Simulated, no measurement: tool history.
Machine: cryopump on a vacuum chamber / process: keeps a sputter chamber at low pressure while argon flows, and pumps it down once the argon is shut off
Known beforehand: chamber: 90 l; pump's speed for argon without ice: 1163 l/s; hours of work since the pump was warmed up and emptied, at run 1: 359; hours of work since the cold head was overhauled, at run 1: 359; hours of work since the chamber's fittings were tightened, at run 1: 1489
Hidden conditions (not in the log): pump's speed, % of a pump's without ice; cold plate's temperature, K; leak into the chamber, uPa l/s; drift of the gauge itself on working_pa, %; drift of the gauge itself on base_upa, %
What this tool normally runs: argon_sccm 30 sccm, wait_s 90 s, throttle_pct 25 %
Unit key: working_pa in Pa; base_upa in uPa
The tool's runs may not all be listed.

| run | hour | argon_sccm | wait_s | throttle_pct | hours of work since the pump was warmed up and emptied | hours of work since the cold head was overhauled | hours of work since the chamber's fittings were tightened | working_pa | base_upa |
|---|---|---|---|---|---|---|---|---|---|
| 1 | 0.0 | 30 | 90 | 25 | 359 | 359 | 1489 | 0.1884 | 2.51 |
| 2 | 16.7 | 30 | 90 | 25 | 368 | 368 | 1498 | 0.1905 | 2.58 |
| 3 | 35.0 | 30 | 41 | 25 | 378 | 378 | 1508 | 0.1897 | 3.09 |
| 4 | 47.7 | 30 | 90 | 25 | 385 | 385 | 1515 | 0.1907 | 2.65 |
| 5 | 68.1 | 30 | 90 | 25 | 396 | 396 | 1526 | 0.1907 | 2.67 |
| 6 | 89.6 | 30 | 90 | 25 | 407 | 407 | 1538 | 0.1913 | 2.68 |
| 7 | 113.0 | 55 | 90 | 25 | 420 | 420 | 1551 | 0.3502 | 2.63 |
| 8 | 138.9 | 55 | 90 | 25 | 434 | 434 | 1565 | 0.3546 | 2.83 |
| 9 | 160.1 | 55 | 90 | 25 | 446 | 446 | 1576 | 0.3577 | 2.79 |
| 10 | 175.0 | 55 | 90 | 25 | 454 | 454 | 1584 | 0.3554 | 2.86 |
|  | 189.5 | pump warmed up, emptied and cooled again |
| 11 | 193.2 | 30 | 90 | 25 | 2 | 461 | 1592 | 0.1753 | 2.13 |
| 12 | 212.0 | 30 | 90 | 25 | 12 | 471 | 1602 | 0.1744 | 2.16 |
| 13 | 225.1 | 14 | 90 | 25 | 19 | 478 | 1609 | 0.0812 | 2.17 |
| 14 | 242.3 | 14 | 90 | 25 | 29 | 488 | 1618 | 0.0816 | 2.13 |
| 15 | 264.0 | 14 | 90 | 25 | 40 | 499 | 1630 | 0.0817 | 2.21 |
| 16 | 282.2 | 35 | 178 | 24 | 50 | 509 | 1640 | 0.2142 | 2.02 |
| 17 | 308.9 | 18 | 93 | 17 | 65 | 524 | 1654 | 0.1553 | 2.24 |
| 18 | 330.3 | 18 | 93 | 17 | 76 | 535 | 1666 | 0.1556 | 2.17 |
| 19 | 354.2 | 18 | 93 | 17 | 89 | 548 | 1679 | 0.1560 | 2.23 |
| 20 | 374.8 | 50 | 104 | 47 | 101 | 560 | 1690 | 0.1616 | 2.26 |
| 21 | 387.2 | 22 | 174 | 16 | 107 | 566 | 1697 | 0.2025 | 2.12 |
| 22 | 404.5 | 23 | 40 | 25 | 117 | 576 | 1706 | 0.1372 | 2.89 |
| 23 | 416.7 | 23 | 28 | 27 | 123 | 582 | 1713 | 0.1264 | 3.30 |
| 24 | 428.3 | 30 | 213 | 15 | 130 | 589 | 1719 | 0.2955 | 2.12 |
| 25 | 448.4 | 42 | 120 | 37 | 141 | 600 | 1730 | 0.1730 | 2.25 |
| 26 | 471.2 | 31 | 120 | 35 | 153 | 612 | 1742 | 0.1348 | 2.29 |
| 27 | 496.8 | 30 | 55 | 53 | 167 | 626 | 1756 | 0.0888 | 2.66 |
| 28 | 519.2 | 30 | 62 | 15 | 179 | 638 | 1768 | 0.2964 | 2.71 |
| 29 | 543.0 | 30 | 62 | 15 | 192 | 651 | 1781 | 0.2968 | 2.73 |

Branching from run 29: 4 alternative next runs. What would each branch give?
| A | 555.1 | 29 | 224 | 29 | 199 | 658 | 1788 | ? | ? |
| B | 555.1 | 32 | 32 | 15 | 199 | 658 | 1788 | ? | ? |
| C | 555.1 | 31 | 263 | 25 | 199 | 658 | 1788 | ? | ? |
| D | 555.1 | 30 | 178 | 25 | 199 | 658 | 1788 | ? | ? |

| run | working_pa | base_upa |
|---|---|---|
| A | 0.1530 | 2.35 |
| B | 0.3188 | 3.35 |
| C | 0.1884 | 2.34 |
| D | 0.1822 | 2.31 |
Without the tool's hidden state the same runs would have given:
| run | working_pa | base_upa |
|---|---|---|
| A | 0.1454 | 0.43 |
| B | 0.3104 | 1.44 |
| C | 0.1803 | 0.42 |
| D | 0.1743 | 0.46 |
